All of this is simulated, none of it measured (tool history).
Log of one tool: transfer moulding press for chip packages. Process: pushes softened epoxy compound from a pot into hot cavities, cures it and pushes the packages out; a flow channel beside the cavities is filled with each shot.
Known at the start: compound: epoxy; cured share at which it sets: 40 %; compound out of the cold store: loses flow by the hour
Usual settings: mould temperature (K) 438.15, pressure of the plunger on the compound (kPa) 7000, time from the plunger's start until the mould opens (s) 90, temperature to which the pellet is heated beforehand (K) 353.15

run,hour,mould temperature (K),pressure of the plunger on the compound (kPa),time from the plunger's start until the mould opens (s),temperature to which the pellet is heated beforehand (K),incoming compound's hours out of the cold store,length that the compound runs in the flow channel (mm),greatest force on the pins that push the packages out (N)
1,0.0,438.15,7000,90,353.15,30.4,897,439
2,58.3,438.15,7000,90,353.15,42.9,832,536
3,116.5,438.15,7000,90,353.15,18.8,999,599
4,156.7,438.15,7000,90,351.15,28.5,942,581
5,214.4,438.15,7000,90,351.15,37.8,890,373
6,244.2,438.15,7000,90,351.15,41.7,868,557
7,311.9,438.15,7000,90,351.15,45.7,838,449
8,354.5,438.15,7000,90,357.15,24.7,939,454
9,402.2,438.15,7000,90,357.15,13.6,983,485
10,471.7,434.15,7000,90,353.15,43.8,846,754
11,530.0,434.15,7000,90,353.15,16.8,1036,627
12,561.4,434.15,7000,90,353.15,30.5,953,781
13,609.9,434.15,7000,90,357.15,31.5,944,487
14,676.7,431.15,7000,90,355.15,46.1,884,861
15,717.7,431.15,7000,90,355.15,12.1,1057,946
16,767.2,440.15,7000,90,357.15,25.6,921,497
17,804.7,431.15,5300,90,353.15,34.5,800,906
18,847.7,431.15,5300,90,353.15,45.4,750,799
19,895.1,431.15,5300,90,353.15,9.7,902,1023
20,939.8,440.15,7000,90,344.15,18.8,993,505
21,971.4,437.15,7000,90,344.15,17.4,1009,522
22,1043.6,437.15,7000,90,344.15,26.5,953,633
23,1074.3,438.15,6190,90,356.15,21.2,917,569
24,1132.1,438.15,8710,90,356.15,10.8,1142,635
25,1194.7,438.15,8710,90,356.15,22.5,1053,441

Taken out of this log: 32 entries between the listed runs. Where each belongs, and how the hidden state differs across it:
Between runs 1 and 2: cavities cleaned with cleaning compound and waxed (hour 33.7)
  true mould temperature over the reading, C: -0.04 -> 0; pressure that reaches the compound, % of what is set: 90.5 -> 88.87; grip of the stained cavities, % over clean ones': 25.2 -> 60.2
  measured less the result without the state, length that the compound runs in the flow channel (mm): -46 -> -50; greatest force on the pins that push the packages out (N): +89 -> +202
Between runs 2 and 3: plunger's sealing rings changed (hour 76.0); cavities cleaned with cleaning compound and waxed (hour 81.6)
  true mould temperature over the reading, C: 0 -> 0.04; pressure that reaches the compound, % of what is set: 88.87 -> 98.94; grip of the stained cavities, % over clean ones': 60.2 -> 70
  measured less the result without the state, length that the compound runs in the flow channel (mm): -50 -> -6; greatest force on the pins that push the packages out (N): +202 -> +246
Between runs 3 and 4: cavities cleaned with cleaning compound and waxed (hour 124.2)
  true mould temperature over the reading, C: 0.04 -> 0.07; pressure that reaches the compound, % of what is set: 98.94 -> 97.85; grip of the stained cavities, % over clean ones': 70 -> 67.3
  measured less the result without the state, length that the compound runs in the flow channel (mm): -6 -> -11; greatest force on the pins that push the packages out (N): +246 -> +234
Between runs 4 and 5: cavities cleaned with cleaning compound and waxed (hour 167.7); cavities cleaned with cleaning compound and waxed (hour 212.9)
  true mould temperature over the reading, C: 0.07 -> 0.11; pressure that reaches the compound, % of what is set: 97.85 -> 96.15; grip of the stained cavities, % over clean ones': 67.3 -> 8.3
  measured less the result without the state, length that the compound runs in the flow channel (mm): -11 -> -18; greatest force on the pins that push the packages out (N): +234 -> +26
Between runs 6 and 7: cavities cleaned with cleaning compound and waxed (hour 254.8); cavities cleaned with cleaning compound and waxed (hour 300.2)
  true mould temperature over the reading, C: 0.13 -> 0.18; pressure that reaches the compound, % of what is set: 95.26 -> 93.44; grip of the stained cavities, % over clean ones': 66.4 -> 35.7
  measured less the result without the state, length that the compound runs in the flow channel (mm): -22 -> -30; greatest force on the pins that push the packages out (N): +218 -> +116
Between runs 7 and 8: cavities cleaned with cleaning compound and waxed (hour 345.8)
  true mould temperature over the reading, C: 0.18 -> 0.22; pressure that reaches the compound, % of what is set: 93.44 -> 92.34; grip of the stained cavities, % over clean ones': 35.7 -> 30.4
  measured less the result without the state, length that the compound runs in the flow channel (mm): -30 -> -39; greatest force on the pins that push the packages out (N): +116 -> +103
Between runs 8 and 9: cavities cleaned with cleaning compound and waxed (hour 390.3)
  true mould temperature over the reading, C: 0.22 -> 0.25; pressure that reaches the compound, % of what is set: 92.34 -> 91.03; grip of the stained cavities, % over clean ones': 30.4 -> 35.5
  measured less the result without the state, length that the compound runs in the flow channel (mm): -39 -> -49; greatest force on the pins that push the packages out (N): +103 -> +121
Between runs 9 and 10: mould's thermocouples calibrated (hour 411.1); cavities cleaned with cleaning compound and waxed (hour 434.4)
  true mould temperature over the reading, C: 0.25 -> 0.07; pressure that reaches the compound, % of what is set: 91.03 -> 89.25; grip of the stained cavities, % over clean ones': 35.5 -> 72.3
  measured less the result without the state, length that the compound runs in the flow channel (mm): -49 -> -50; greatest force on the pins that push the packages out (N): +121 -> +312
Between runs 10 and 11: cavities cleaned with cleaning compound and waxed (hour 477.5); plunger's sealing rings changed (hour 502.2); cavities cleaned with cleaning compound and waxed (hour 522.5)
  true mould temperature over the reading, C: 0.07 -> 0.11; pressure that reaches the compound, % of what is set: 89.25 -> 98.88; grip of the stained cavities, % over clean ones': 72.3 -> 26
  measured less the result without the state, length that the compound runs in the flow channel (mm): -50 -> -7; greatest force on the pins that push the packages out (N): +312 -> +125
Between runs 12 and 13: cavities cleaned with cleaning compound and waxed (hour 566.9); cavities cleaned with cleaning compound and waxed (hour 609.0)
  true mould temperature over the reading, C: 0.13 -> 0.17; pressure that reaches the compound, % of what is set: 98.05 -> 96.76; grip of the stained cavities, % over clean ones': 73.7 -> 6.1
  measured less the result without the state, length that the compound runs in the flow channel (mm): -11 -> -16; greatest force on the pins that push the packages out (N): +327 -> +21
Between runs 13 and 14: cavities cleaned with cleaning compound and waxed (hour 651.2)
  true mould temperature over the reading, C: 0.17 -> 0.22; pressure that reaches the compound, % of what is set: 96.76 -> 95.07; grip of the stained cavities, % over clean ones': 6.1 -> 62.7
  measured less the result without the state, length that the compound runs in the flow channel (mm): -16 -> -24; greatest force on the pins that push the packages out (N): +21 -> +321
Between runs 14 and 15: cavities cleaned with cleaning compound and waxed (hour 696.4)
  true mould temperature over the reading, C: 0.22 -> 0.25; pressure that reaches the compound, % of what is set: 95.07 -> 93.92; grip of the stained cavities, % over clean ones': 62.7 -> 52.4
  measured less the result without the state, length that the compound runs in the flow channel (mm): -24 -> -35; greatest force on the pins that push the packages out (N): +321 -> +313
Between runs 15 and 16: cavities cleaned with cleaning compound and waxed (hour 738.8)
  true mould temperature over the reading, C: 0.25 -> 0.29; pressure that reaches the compound, % of what is set: 93.92 -> 92.52; grip of the stained cavities, % over clean ones': 52.4 -> 63.6
  measured less the result without the state, length that the compound runs in the flow channel (mm): -35 -> -38; greatest force on the pins that push the packages out (N): +313 -> +190
Between runs 16 and 17: cavities cleaned with cleaning compound and waxed (hour 782.7)
  true mould temperature over the reading, C: 0.29 -> 0.32; pressure that reaches the compound, % of what is set: 92.52 -> 91.48; grip of the stained cavities, % over clean ones': 63.6 -> 55.4
  measured less the result without the state, length that the compound runs in the flow channel (mm): -38 -> -38; greatest force on the pins that push the packages out (N): +190 -> +308
Between runs 17 and 18: cavities cleaned with cleaning compound and waxed (hour 825.0)
  true mould temperature over the reading, C: 0.32 -> 0.35; pressure that reaches the compound, % of what is set: 91.48 -> 90.25; grip of the stained cavities, % over clean ones': 55.4 -> 55.5
  measured less the result without the state, length that the compound runs in the flow channel (mm): -38 -> -41; greatest force on the pins that push the packages out (N): +308 -> +272
Between runs 18 and 19: cavities cleaned with cleaning compound and waxed (hour 867.2)
  true mould temperature over the reading, C: 0.35 -> 0.39; pressure that reaches the compound, % of what is set: 90.25 -> 88.95; grip of the stained cavities, % over clean ones': 55.5 -> 63.1
  measured less the result without the state, length that the compound runs in the flow channel (mm): -41 -> -57; greatest force on the pins that push the packages out (N): +272 -> +372
Between runs 19 and 20: cavities cleaned with cleaning compound and waxed (hour 912.3); plunger's sealing rings changed (hour 927.9)
  true mould temperature over the reading, C: 0.39 -> 0.42; pressure that reaches the compound, % of what is set: 88.95 -> 99.51; grip of the stained cavities, % over clean ones': 63.1 -> 62.2
  measured less the result without the state, length that the compound runs in the flow channel (mm): -57 -> -4; greatest force on the pins that push the packages out (N): +372 -> +187
Between runs 20 and 21: cavities cleaned with cleaning compound and waxed (hour 959.3)
  true mould temperature over the reading, C: 0.42 -> 0.44; pressure that reaches the compound, % of what is set: 99.51 -> 98.74; grip of the stained cavities, % over clean ones': 62.2 -> 39.4
  measured less the result without the state, length that the compound runs in the flow channel (mm): -4 -> -9; greatest force on the pins that push the packages out (N): +187 -> +136
Between runs 21 and 22: cavities cleaned with cleaning compound and waxed (hour 1005.1); mould's thermocouples calibrated (hour 1025.1)
  true mould temperature over the reading, C: 0.44 -> -0.12; pressure that reaches the compound, % of what is set: 98.74 -> 96.82; grip of the stained cavities, % over clean ones': 39.4 -> 67.8
  measured less the result without the state, length that the compound runs in the flow channel (mm): -9 -> -15; greatest force on the pins that push the packages out (N): +136 -> +258
Between runs 22 and 23: cavities cleaned with cleaning compound and waxed (hour 1053.0)
  true mould temperature over the reading, C: -0.12 -> -0.1; pressure that reaches the compound, % of what is set: 96.82 -> 95.95; grip of the stained cavities, % over clean ones': 67.8 -> 53.6
  measured less the result without the state, length that the compound runs in the flow channel (mm): -15 -> -19; greatest force on the pins that push the packages out (N): +258 -> +200
Between runs 23 and 24: cavities cleaned with cleaning compound and waxed (hour 1097.7)
  true mould temperature over the reading, C: -0.1 -> -0.05; pressure that reaches the compound, % of what is set: 95.95 -> 94.45; grip of the stained cavities, % over clean ones': 53.6 -> 70
  measured less the result without the state, length that the compound runs in the flow channel (mm): -19 -> -33; greatest force on the pins that push the packages out (N): +200 -> +262
Between runs 24 and 25: cavities cleaned with cleaning compound and waxed (hour 1142.7); cavities cleaned with cleaning compound and waxed (hour 1188.5)
  true mould temperature over the reading, C: -0.05 -> -0.01; pressure that reaches the compound, % of what is set: 94.45 -> 92.62; grip of the stained cavities, % over clean ones': 70 -> 27
  measured less the result without the state, length that the compound runs in the flow channel (mm): -33 -> -41; greatest force on the pins that push the packages out (N): +262 -> +95
